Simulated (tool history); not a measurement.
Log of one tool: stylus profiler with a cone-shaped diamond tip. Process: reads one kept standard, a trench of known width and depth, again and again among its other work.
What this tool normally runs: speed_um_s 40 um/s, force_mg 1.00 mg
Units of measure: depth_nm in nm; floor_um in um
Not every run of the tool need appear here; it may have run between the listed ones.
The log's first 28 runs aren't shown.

run 29 hour=863.7 | speed_um_s=57 force_mg=0.51 | depth_nm=1002.37 floor_um=95.77
run 30 hour=893.1 | speed_um_s=57 force_mg=0.51 | depth_nm=1002.68 floor_um=95.66
run 31 hour=916.1 | speed_um_s=42 force_mg=0.43 | depth_nm=1002.71 floor_um=95.74
run 32 hour=957.0 | speed_um_s=42 force_mg=0.43 | depth_nm=1002.30 floor_um=95.74
run 33 hour=1002.5 | speed_um_s=83 force_mg=1.48 | depth_nm=1005.49 floor_um=95.75
run 34 hour=1044.0 | speed_um_s=96 force_mg=0.77 | depth_nm=1003.52 floor_um=95.56
run 35 hour=1069.5 | speed_um_s=18 force_mg=1.19 | depth_nm=1004.56 floor_um=95.91
run 36 hour=1113.1 | speed_um_s=108 force_mg=0.62 | depth_nm=1002.72 floor_um=95.48
run 37 hour=1155.7 | speed_um_s=13 force_mg=1.03 | depth_nm=1004.32 floor_um=95.96
run 38 hour=1180.9 | speed_um_s=13 force_mg=1.03 | depth_nm=1004.06 floor_um=95.93
run 39 hour=1201.4 | speed_um_s=11 force_mg=1.02 | depth_nm=1003.83 floor_um=95.92
run 40 hour=1244.8 | speed_um_s=11 force_mg=1.02 | depth_nm=1003.85 floor_um=95.97
run 41 hour=1288.0 | speed_um_s=11 force_mg=1.02 | depth_nm=1004.17 floor_um=95.89
run 42 hour=1309.1 | speed_um_s=11 force_mg=1.02 | depth_nm=1004.44 floor_um=95.86
run 43 hour=1343.6 | speed_um_s=15 force_mg=1.00 | depth_nm=1004.14 floor_um=95.94
run 44 hour=1367.9 | speed_um_s=15 force_mg=1.00 | depth_nm=1003.71 floor_um=96.01
run 45 hour=1400.8 | speed_um_s=40 force_mg=0.65 | depth_nm=1002.96 floor_um=95.78
run 46 hour=1439.5 | speed_um_s=40 force_mg=0.65 | depth_nm=1003.21 floor_um=95.82
run 47 hour=1479.0 | speed_um_s=32 force_mg=1.00 | depth_nm=1004.01 floor_um=95.93

Below are 3 alternative next runs, each starting from the tool's condition after run 47. Predict each:
run A hour=1500.8 | speed_um_s=38 force_mg=0.45 | depth_nm=? floor_um=?
run B hour=1500.8 | speed_um_s=24 force_mg=1.00 | depth_nm=? floor_um=?
run C hour=1500.8 | speed_um_s=82 force_mg=0.82 | depth_nm=? floor_um=?

run=A depth_nm=1002.56 floor_um=95.78
run=B depth_nm=1003.92 floor_um=95.86
run=C depth_nm=1003.39 floor_um=95.69
With no hidden state in the tool, these same runs would have given:
run=A depth_nm=1002.57 floor_um=95.79
run=B depth_nm=1003.94 floor_um=95.86
run=C depth_nm=1003.41 floor_um=95.69
